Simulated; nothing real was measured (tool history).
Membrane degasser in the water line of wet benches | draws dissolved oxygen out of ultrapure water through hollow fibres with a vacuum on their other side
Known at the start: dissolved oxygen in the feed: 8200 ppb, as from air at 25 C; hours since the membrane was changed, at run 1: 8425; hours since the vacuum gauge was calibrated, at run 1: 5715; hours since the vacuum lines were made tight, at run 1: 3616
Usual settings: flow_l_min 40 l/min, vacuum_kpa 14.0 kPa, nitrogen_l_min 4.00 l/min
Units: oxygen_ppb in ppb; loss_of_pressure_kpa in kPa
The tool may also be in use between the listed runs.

run	hour	flow_l_min	vacuum_kpa	nitrogen_l_min	hours since the membrane was changed	hours since the vacuum gauge was calibrated	hours since the vacuum lines were made tight	oxygen_ppb	loss_of_pressure_kpa
1	0.0	40	14.0	4.00	8425	5715	3616	676.4	64.15
2	102.0	40	14.0	4.00	8527	5817	3718	668.6	64.45
3	302.5	40	14.0	4.00	8727	6018	3918	682.1	64.67
4	463.0	40	14.0	4.00	8888	6178	4079	679.0	64.98
5	648.7	40	15.0	4.00	9073	6364	4265	699.1	64.53
6	856.8	40	18.7	4.00	9281	6572	4473	769.1	65.09
7	1035.8	32	14.0	4.00	9461	6751	4652	538.5	51.97
8	1173.8	40	9.9	4.00	9598	6889	4790	602.6	65.27
9	1365.1	40	14.0	4.00	9790	7081	4981	684.7	65.36
10	1518.2	40	14.0	4.00	9943	7234	5134	676.6	64.93
11	1631.5	40	14.0	4.00	10056	7347	5247	692.7	65.19
12	1858.1	40	14.0	4.00	10283	7574	5474	694.4	65.53
13	2073.8	40	14.0	4.00	10498	7789	5690	692.7	65.97
# hour 2112.0: vacuum gauge calibrated
# hour 2260.4: seals of the vacuum lines changed
14	2324.1	40	14.0	4.00	10746	210	64	704.1	65.60
15	2480.5	40	27.6	4.00	10903	366	220	958.4	66.02
16	2717.5	40	27.6	4.00	11140	604	457	984.4	66.45
17	2928.8	27	9.2	5.83	11351	815	668	363.8	45.10
18	3138.8	27	9.2	5.83	11561	1025	878	358.9	44.68
19	3321.3	41	26.2	4.31	11744	1207	1061	939.8	68.40
20	3493.0	40	13.8	4.00	11915	1379	1233	713.2	66.85
21	3699.1	28	9.6	2.88	12121	1585	1439	457.9	47.05
22	3803.6	61	14.0	7.64	12226	1690	1543	952.8	102.67
23	3942.9	61	9.4	5.11	12365	1829	1683	940.2	103.23
24	4076.6	40	18.5	4.00	12499	1963	1816	825.3	67.23
25	4237.7	40	18.5	4.00	12660	2124	1977	820.3	68.05
26	4398.6	40	18.5	4.00	12821	2285	2138	820.0	67.65
# hour 4547.3: membrane cartridge changed
27	4573.1	40	28.3	2.34	26	2455	2309	1155.8	58.25
28	4738.5	37	28.3	4.19	191	2620	2474	756.6	54.11
29	4919.4	24	25.6	4.00	372	2801	2655	467.4	35.06
30	5024.5	24	25.6	4.00	477	2907	2760	462.9	35.15
31	5230.1	24	25.6	4.00	683	3112	2966	466.8	35.34

Hidden state or all else? Some run-to-run changes of oxygen_ppb, split into what the settings, what came in and random variation would give without the hidden state, and what is left for the hidden state (with any gauge scatter that isn't in both results):
The hidden state here: membrane still open, %; true pressure behind the membrane over the reading, kPa; air that leaks in behind the membrane, l/min; drift of the gauge itself on oxygen_ppb, %; drift of the gauge itself on loss_of_pressure_kpa, %.
Run 16 -> 17: flow_l_min 40 -> 27, vacuum_kpa 27.6 -> 9.2, nitrogen_l_min 4.00 -> 5.83. oxygen_ppb -620.6 ppb: hidden state -30.1, all else -590.5.
Run 18 -> 19: flow_l_min 27 -> 41, vacuum_kpa 9.2 -> 26.2, nitrogen_l_min 5.83 -> 4.31. oxygen_ppb +580.9 ppb: hidden state +41.6, all else +539.3.
Run 21 -> 22: flow_l_min 28 -> 61, vacuum_kpa 9.6 -> 14.0, nitrogen_l_min 2.88 -> 7.64. oxygen_ppb +494.9 ppb: hidden state +105.7, all else +389.2.
Run 23 -> 24: flow_l_min 61 -> 40, vacuum_kpa 9.4 -> 18.5, nitrogen_l_min 5.11 -> 4.00. oxygen_ppb -114.9 ppb: hidden state -65.7, all else -49.2.
Run 26 -> 27: vacuum_kpa 18.5 -> 28.3, nitrogen_l_min 4.00 -> 2.34, membrane cartridge changed. oxygen_ppb +335.8 ppb: hidden state -168.5, all else +504.3.
